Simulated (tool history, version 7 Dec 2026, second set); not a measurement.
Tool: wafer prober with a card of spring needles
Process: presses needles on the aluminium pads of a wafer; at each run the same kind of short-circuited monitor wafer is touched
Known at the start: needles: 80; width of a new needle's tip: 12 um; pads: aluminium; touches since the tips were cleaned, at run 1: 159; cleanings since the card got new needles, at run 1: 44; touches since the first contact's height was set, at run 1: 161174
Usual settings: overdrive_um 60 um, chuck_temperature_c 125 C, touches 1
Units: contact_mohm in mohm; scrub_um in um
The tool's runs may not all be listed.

| run | hour | overdrive_um | chuck_temperature_c | touches | touches since the tips were cleaned | cleanings since the card got new needles | touches since the first contact's height was set | contact_mohm | scrub_um |
|---|---|---|---|---|---|---|---|---|---|
| 1 | 0 | 60 | 125 | 1 | 159 | 44 | 161174 | 187 | 13.5 |
|  | 6.6 | tips cleaned on abrasive film |
|  | 14.9 | tips cleaned on abrasive film |
|  | 23.2 | tips cleaned on abrasive film |
|  | 29.8 | tips cleaned on abrasive film |
|  | 38.1 | tips cleaned on abrasive film |
|  | 44.7 | tips cleaned on abrasive film |
|  | 51.4 | tips cleaned on abrasive film |
|  | 59.6 | tips cleaned on abrasive film |
|  | 66.3 | tips cleaned on abrasive film |
|  | 73.3 | tips cleaned on abrasive film |
| 2 | 73.3 | 60 | 125 | 1 | 0 | 54 | 195418 | 187 | 13.25 |
|  | 81.6 | tips cleaned on abrasive film |
|  | 89.8 | tips cleaned on abrasive film |
|  | 96.5 | tips cleaned on abrasive film |
|  | 104.8 | tips cleaned on abrasive film |
|  | 113 | tips cleaned on abrasive film |
|  | 119.7 | tips cleaned on abrasive film |
|  | 120 | height of the first contact set anew |
|  | 128.2 | tips cleaned on abrasive film |
|  | 134.9 | tips cleaned on abrasive film |
| 3 | 140.2 | 60 | 125 | 1 | 2505 | 62 | 9472 | 221 | 14.12 |
|  | 141.9 | tips cleaned on abrasive film |
|  | 148.5 | tips cleaned on abrasive film |
|  | 156.8 | tips cleaned on abrasive film |
|  | 163.5 | tips cleaned on abrasive film |
|  | 170.1 | tips cleaned on abrasive film |
|  | 178.4 | tips cleaned on abrasive film |
|  | 186.6 | tips cleaned on abrasive film |
|  | 193.3 | tips cleaned on abrasive film |
| 4 | 196.8 | 60 | 125 | 1 | 1687 | 70 | 35931 | 211 | 14.05 |
|  | 200.2 | tips cleaned on abrasive film |
|  | 206.8 | tips cleaned on abrasive film |
|  | 213.5 | tips cleaned on abrasive film |
|  | 221.8 | tips cleaned on abrasive film |
|  | 230 | tips cleaned on abrasive film |
|  | 236.7 | tips cleaned on abrasive film |
|  | 244.9 | tips cleaned on abrasive film |
| 5 | 251.1 | 60 | 125 | 1 | 2917 | 77 | 61297 | 225 | 13.88 |
|  | 252.8 | tips cleaned on abrasive film |
|  | 261.1 | tips cleaned on abrasive film |
|  | 269.4 | tips cleaned on abrasive film |
|  | 277.7 | tips cleaned on abrasive film |
|  | 284.3 | tips cleaned on abrasive film |
| 6 | 289.7 | 60 | 125 | 2 | 2562 | 82 | 79342 | 204 | 13.87 |
|  | 291.4 | tips cleaned on abrasive film |
|  | 299.7 | tips cleaned on abrasive film |
|  | 308 | tips cleaned on abrasive film |
|  | 316.3 | tips cleaned on abrasive film |
|  | 322.9 | tips cleaned on abrasive film |
|  | 331.2 | tips cleaned on abrasive film |
|  | 339.4 | tips cleaned on abrasive film |
|  | 347.7 | tips cleaned on abrasive film |
|  | 356 | tips cleaned on abrasive film, once more |
| 7 | 362 | 60 | 125 | 1 | 2855 | 91 | 113161 | 225 | 13.75 |
|  | 363.7 | tips cleaned on abrasive film |
|  | 372 | tips cleaned on abrasive film |
|  | 380.3 | tips cleaned on abrasive film |
|  | 388.6 | tips cleaned on abrasive film |
|  | 395.2 | tips cleaned on abrasive film |
|  | 403.5 | tips cleaned on abrasive film |
|  | 411.7 | tips cleaned on abrasive film |
| 8 | 414.6 | 60 | 66 | 1 | 1365 | 98 | 137750 | 204 | 13.56 |
|  | 419.6 | tips cleaned on abrasive film |
|  | 426.3 | tips cleaned on abrasive film |
|  | 434.5 | tips cleaned on abrasive film |
|  | 441.2 | tips cleaned on abrasive film |
|  | 449.5 | tips cleaned on abrasive film |
|  | 457.7 | tips cleaned on abrasive film |
|  | 464.4 | tips cleaned on abrasive film |
|  | 472.6 | tips cleaned on abrasive film |
| 9 | 475.3 | 66 | 66 | 1 | 1277 | 106 | 166121 | 199 | 14.85 |
|  | 480.3 | tips cleaned on abrasive film |
|  | 488.6 | tips cleaned on abrasive film |
|  | 496.9 | tips cleaned on abrasive film |
|  | 505.2 | tips cleaned on abrasive film |
|  | 513.4 | tips cleaned on abrasive film |
|  | 521.7 | tips cleaned on abrasive film |
|  | 530 | tips cleaned on abrasive film |
|  | 536.6 | tips cleaned on abrasive film |
| 10 | 537.5 | 60 | 125 | 1 | 415 | 114 | 195179 | 196 | 13.46 |
|  | 544.1 | tips cleaned on abrasive film |
|  | 550.8 | tips cleaned on abrasive film |
|  | 559 | tips cleaned on abrasive film |
|  | 565.7 | tips cleaned on abrasive film |
|  | 574 | tips cleaned on abrasive film |
|  | 580.6 | tips cleaned on abrasive film |
|  | 584.2 | height of the first contact set anew |
| 11 | 586.6 | 43 | 32 | 3 | 2700 | 120 | 1152 | 200 | 10.21 |
|  | 588.3 | tips cleaned on abrasive film |
|  | 595 | tips cleaned on abrasive film |
|  | 601.6 | tips cleaned on abrasive film |
|  | 609.9 | tips cleaned on abrasive film |
|  | 618.1 | tips cleaned on abrasive film |
|  | 626.4 | tips cleaned on abrasive film |
|  | 634.7 | tips cleaned on abrasive film |
|  | 643 | tips cleaned on abrasive film |
|  | 651.2 | tips cleaned on abrasive film |
| 12 | 655.8 | 63 | 25 | 1 | 2167 | 129 | 33508 | 207 | 14.76 |
|  | 659.2 | tips cleaned on abrasive film |
|  | 665.8 | tips cleaned on abrasive film |
|  | 674.1 | tips cleaned on abrasive film |
|  | 680.7 | tips cleaned on abrasive film |
|  | 689 | tips cleaned on abrasive film |
|  | 697.3 | tips cleaned on abrasive film |
|  | 703.9 | tips cleaned on abrasive film |
|  | 712.2 | tips cleaned on abrasive film |
|  | 718.8 | tips cleaned on abrasive film |
| 13 | 720.4 | 63 | 25 | 1 | 748 | 138 | 63673 | 188 | 14.62 |
|  | 727 | tips cleaned on abrasive film |
|  | 733.7 | tips cleaned on abrasive film |
|  | 742 | tips cleaned on abrasive film |
|  | 748.6 | tips cleaned on abrasive film |
|  | 756.9 | tips cleaned on abrasive film |
| 14 | 761.7 | 71 | 31 | 1 | 2295 | 143 | 82999 | 203 | 16.46 |
|  | 765.1 | tips cleaned on abrasive film |
|  | 773.4 | tips cleaned on abrasive film |
|  | 781.6 | tips cleaned on abrasive film |
|  | 789.9 | tips cleaned on abrasive film |
|  | 796.5 | tips cleaned on abrasive film |
|  | 804.8 | tips cleaned on abrasive film |
| 15 | 806.3 | 71 | 31 | 1 | 695 | 149 | 103820 | 179 | 16.36 |
|  | 812.9 | tips cleaned on abrasive film |
|  | 819.6 | tips cleaned on abrasive film |
|  | 826.2 | tips cleaned on abrasive film |
|  | 834.5 | tips cleaned on abrasive film |
|  | 841.1 | tips cleaned on abrasive film |
|  | 849.4 | tips cleaned on abrasive film |
|  | 856 | tips cleaned on abrasive film |
|  | 864.3 | tips cleaned on abrasive film |
|  | 870.9 | tips cleaned on abrasive film |
| 16 | 871.6 | 60 | 98 | 2 | 298 | 158 | 134308 | 185 | 13.61 |
|  | 878.2 | tips cleaned on abrasive film |
|  | 886.5 | tips cleaned on abrasive film |
|  | 893.1 | tips cleaned on abrasive film |
|  | 901.4 | tips cleaned on abrasive film |
|  | 909.6 | tips cleaned on abrasive film |
|  | 916.3 | tips cleaned on abrasive film |
|  | 924.6 | tips cleaned on abrasive film |
|  | 931.2 | tips cleaned on abrasive film |
|  | 939.5 | tips cleaned on abrasive film |
| 17 | 944.4 | 60 | 98 | 2 | 2338 | 167 | 168385 | 210 | 13.46 |
|  | 947.7 | tips cleaned on abrasive film |
|  | 954.4 | tips cleaned on abrasive film |
|  | 961 | tips cleaned on abrasive film |
|  | 969.3 | tips cleaned on abrasive film |
|  | 975.9 | tips cleaned on abrasive film |
|  | 982.5 | tips cleaned on abrasive film |
| 18 | 986.5 | 42 | 125 | 1 | 1851 | 173 | 188011 | 270 | 9.24 |
|  | 989.8 | tips cleaned on abrasive film |
|  | 996.5 | tips cleaned on abrasive film |
|  | 1004.7 | tips cleaned on abrasive film |
|  | 1013 | tips cleaned on abrasive film |
|  | 1019.6 | tips cleaned on abrasive film |
| 19 | 1022 | 43 | 28 | 2 | 1094 | 178 | 204588 | 210 | 9.35 |

3 ways to go on from here, each from the tool as it stands after run 19. What would each give?
|  | 1027 | tips cleaned on abrasive film |
|  | 1035.2 | tips cleaned on abrasive film |
|  | 1043.5 | tips cleaned on abrasive film |
|  | 1048.7 | height of the first contact set anew |
|  | 1050.4 | tips cleaned on abrasive film |
|  | 1057.1 | tips cleaned on abrasive film |
| A | 1058 | 71 | 28 | 2 | 416 | 183 | 4288 | ? | ? |
|  | 1027 | tips cleaned on abrasive film |
|  | 1035.2 | tips cleaned on abrasive film |
|  | 1043.5 | tips cleaned on abrasive film |
|  | 1048.7 | height of the first contact set anew |
|  | 1050.4 | tips cleaned on abrasive film |
|  | 1057.1 | tips cleaned on abrasive film |
| B | 1058 | 43 | 27 | 2 | 416 | 183 | 4288 | ? | ? |
|  | 1027 | tips cleaned on abrasive film |
|  | 1035.2 | tips cleaned on abrasive film |
|  | 1043.5 | tips cleaned on abrasive film |
|  | 1048.7 | height of the first contact set anew |
|  | 1050.4 | tips cleaned on abrasive film |
|  | 1057.1 | tips cleaned on abrasive film |
| C | 1058 | 78 | 104 | 1 | 416 | 183 | 4288 | ? | ? |

| run | contact_mohm | scrub_um |
|---|---|---|
| A | 171 | 16.65 |
| B | 188 | 10.1 |
| C | 187 | 18.39 |
Without the tool's hidden state the same runs would have given:
| run | contact_mohm | scrub_um |
|---|---|---|
| A | 163 | 16.67 |
| B | 166 | 10.12 |
| C | 178 | 18.42 |

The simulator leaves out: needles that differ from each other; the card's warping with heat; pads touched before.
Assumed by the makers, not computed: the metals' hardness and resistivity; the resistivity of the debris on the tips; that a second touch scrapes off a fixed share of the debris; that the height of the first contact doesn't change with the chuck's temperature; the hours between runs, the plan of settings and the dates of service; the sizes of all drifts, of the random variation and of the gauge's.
